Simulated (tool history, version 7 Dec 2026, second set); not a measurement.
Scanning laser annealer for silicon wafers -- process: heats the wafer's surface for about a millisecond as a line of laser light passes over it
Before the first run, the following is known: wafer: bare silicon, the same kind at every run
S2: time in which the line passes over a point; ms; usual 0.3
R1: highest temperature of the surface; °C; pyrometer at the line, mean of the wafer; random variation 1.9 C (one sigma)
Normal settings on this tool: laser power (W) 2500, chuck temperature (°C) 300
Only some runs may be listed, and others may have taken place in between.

{"run": 1, "hour": 0.0, "laser power (W)": 2500, "S2": 0.3, "chuck temperature (°C)": 300, "R1": 1147}
{"run": 2, "hour": 30.2, "laser power (W)": 2500, "S2": 0.3, "chuck temperature (°C)": 297, "R1": 1139}
{"run": 3, "hour": 57.6, "laser power (W)": 2500, "S2": 0.3, "chuck temperature (°C)": 297, "R1": 1146}
{"run": 4, "hour": 77.5, "laser power (W)": 2500, "S2": 0.3, "chuck temperature (°C)": 297, "R1": 1145}
{"run": 5, "hour": 97.6, "laser power (W)": 2500, "S2": 0.3, "chuck temperature (°C)": 297, "R1": 1140}
{"run": 6, "hour": 114.9, "laser power (W)": 2500, "S2": 0.3, "chuck temperature (°C)": 297, "R1": 1147}
{"run": 7, "hour": 138.8, "laser power (W)": 2500, "S2": 0.3, "chuck temperature (°C)": 297, "R1": 1143}
{"run": 8, "hour": 172.2, "laser power (W)": 2500, "S2": 0.3, "chuck temperature (°C)": 297, "R1": 1144}
{"run": 9, "hour": 196.9, "laser power (W)": 2500, "S2": 0.3, "chuck temperature (°C)": 300, "R1": 1147}
{"run": 10, "hour": 222.6, "laser power (W)": 2303, "S2": 0.3, "chuck temperature (°C)": 300, "R1": 1062}
{"run": 11, "hour": 259.7, "laser power (W)": 2500, "S2": 0.3, "chuck temperature (°C)": 279, "R1": 1125}
{"run": 12, "hour": 289.7, "laser power (W)": 2500, "S2": 0.3, "chuck temperature (°C)": 279, "R1": 1126}
{"run": 13, "hour": 330.8, "laser power (W)": 2500, "S2": 0.3, "chuck temperature (°C)": 279, "R1": 1127}
{"run": 14, "hour": 364.3, "laser power (W)": 2620, "S2": 0.3, "chuck temperature (°C)": 266, "R1": 1164}
{"run": 15, "hour": 395.3, "laser power (W)": 2620, "S2": 0.3, "chuck temperature (°C)": 266, "R1": 1165}
{"run": 16, "hour": 425.8, "laser power (W)": 2620, "S2": 0.315, "chuck temperature (°C)": 296, "R1": 1219}
{"run": 17, "hour": 463.8, "laser power (W)": 2473, "S2": 0.374, "chuck temperature (°C)": 300, "R1": 1239}
{"run": 18, "hour": 486.3, "laser power (W)": 2547, "S2": 0.333, "chuck temperature (°C)": 294, "R1": 1211}
{"run": 19, "hour": 514.3, "laser power (W)": 2195, "S2": 0.222, "chuck temperature (°C)": 309, "R1": 919}
{"run": 20, "hour": 540.5, "laser power (W)": 2195, "S2": 0.224, "chuck temperature (°C)": 267, "R1": 881}
{"hour": 547.9, "done": "optics aligned, line set to its width"}
{"run": 21, "hour": 569.6, "laser power (W)": 2195, "S2": 0.224, "chuck temperature (°C)": 267, "R1": 879}
{"run": 22, "hour": 586.3, "laser power (W)": 2405, "S2": 0.262, "chuck temperature (°C)": 296, "R1": 1047}
{"run": 23, "hour": 611.9, "laser power (W)": 2500, "S2": 0.268, "chuck temperature (°C)": 279, "R1": 1078}
{"run": 24, "hour": 646.6, "laser power (W)": 2500, "S2": 0.252, "chuck temperature (°C)": 300, "R1": 1073}
{"hour": 673.5, "done": "window over the wafer cleaned"}
{"run": 25, "hour": 681.8, "laser power (W)": 2500, "S2": 0.228, "chuck temperature (°C)": 300, "R1": 1033}

Here are 3 independent what-if runs from the current tool condition. What would each one return?
{"run": "A", "hour": 721.7, "laser power (W)": 2312, "S2": 0.376, "chuck temperature (°C)": 298, "R1": "?"}
{"run": "B", "hour": 721.7, "laser power (W)": 2500, "S2": 0.228, "chuck temperature (°C)": 294, "R1": "?"}
{"run": "C", "hour": 721.7, "laser power (W)": 2500, "S2": 0.334, "chuck temperature (°C)": 296, "R1": "?"}

run=A R1=1158
run=B R1=1026
run=C R1=1194
Without the tool's unlogged condition, the same runs would have read:
run=A R1=1158
run=B R1=1026
run=C R1=1194
